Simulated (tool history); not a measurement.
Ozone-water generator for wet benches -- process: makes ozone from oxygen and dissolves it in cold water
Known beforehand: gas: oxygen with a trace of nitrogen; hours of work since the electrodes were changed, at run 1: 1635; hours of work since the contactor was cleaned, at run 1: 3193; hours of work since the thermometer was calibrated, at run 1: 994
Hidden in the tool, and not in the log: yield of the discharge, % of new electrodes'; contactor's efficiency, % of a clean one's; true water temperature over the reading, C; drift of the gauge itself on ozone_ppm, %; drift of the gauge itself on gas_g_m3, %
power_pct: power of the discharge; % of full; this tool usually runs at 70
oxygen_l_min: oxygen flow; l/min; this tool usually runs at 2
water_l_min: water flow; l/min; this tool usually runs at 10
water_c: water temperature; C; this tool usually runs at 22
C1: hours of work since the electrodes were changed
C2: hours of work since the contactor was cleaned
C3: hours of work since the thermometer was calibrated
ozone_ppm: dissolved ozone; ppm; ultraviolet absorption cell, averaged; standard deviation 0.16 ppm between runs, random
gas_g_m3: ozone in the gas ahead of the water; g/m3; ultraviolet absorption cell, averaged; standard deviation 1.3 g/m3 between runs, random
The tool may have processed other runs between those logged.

run 1 day=0 | power_pct=70 oxygen_l_min=2 water_l_min=10 water_c=22 | C1=1635 C2=3193 C3=994 | ozone_ppm=21.1 gas_g_m3=235.8
run 2 day=4.992 | power_pct=70 oxygen_l_min=2 water_l_min=10 water_c=22 | C1=1730 C2=3289 C3=1089 | ozone_ppm=20.9 gas_g_m3=236.7
run 3 day=8.917 | power_pct=70 oxygen_l_min=2 water_l_min=10 water_c=22 | C1=1805 C2=3364 C3=1164 | ozone_ppm=20.8 gas_g_m3=236.2
run 4 day=12.467 | power_pct=70 oxygen_l_min=2 water_l_min=10 water_c=22 | C1=1873 C2=3432 C3=1232 | ozone_ppm=20.8 gas_g_m3=236.6
run 5 day=15.579 | power_pct=70 oxygen_l_min=2 water_l_min=10 water_c=22 | C1=1932 C2=3491 C3=1291 | ozone_ppm=21.1 gas_g_m3=236.7
run 6 day=18.179 | power_pct=70 oxygen_l_min=2 water_l_min=10 water_c=22 | C1=1982 C2=3541 C3=1341 | ozone_ppm=20.9 gas_g_m3=236.5
run 7 day=20.488 | power_pct=70 oxygen_l_min=2 water_l_min=10 water_c=22 | C1=2026 C2=3585 C3=1385 | ozone_ppm=20.8 gas_g_m3=236.3
run 8 day=25.229 | power_pct=80 oxygen_l_min=2.55 water_l_min=10 water_c=22 | C1=2117 C2=3676 C3=1476 | ozone_ppm=22.9 gas_g_m3=227
run 9 day=28.771 | power_pct=70 oxygen_l_min=3.54 water_l_min=10 water_c=15 | C1=2184 C2=3743 C3=1543 | ozone_ppm=22.8 gas_g_m3=169.2
run 10 day=31.883 | power_pct=45 oxygen_l_min=1.42 water_l_min=10 water_c=22 | C1=2244 C2=3803 C3=1603 | ozone_ppm=14.4 gas_g_m3=201.8

Predict the results of run 11:
run 11 day=36.746 | power_pct=45 oxygen_l_min=1.42 water_l_min=10 water_c=22 | C1=2337 C2=3896 C3=1696 | ozone_ppm=? gas_g_m3=?

ozone_ppm: 14.3 ppm
gas_g_m3: 203 g/m3
Had the tool carried no hidden state, the very same run would have given ozone_ppm 14.3 ppm, gas_g_m3 203.1 g/m3.
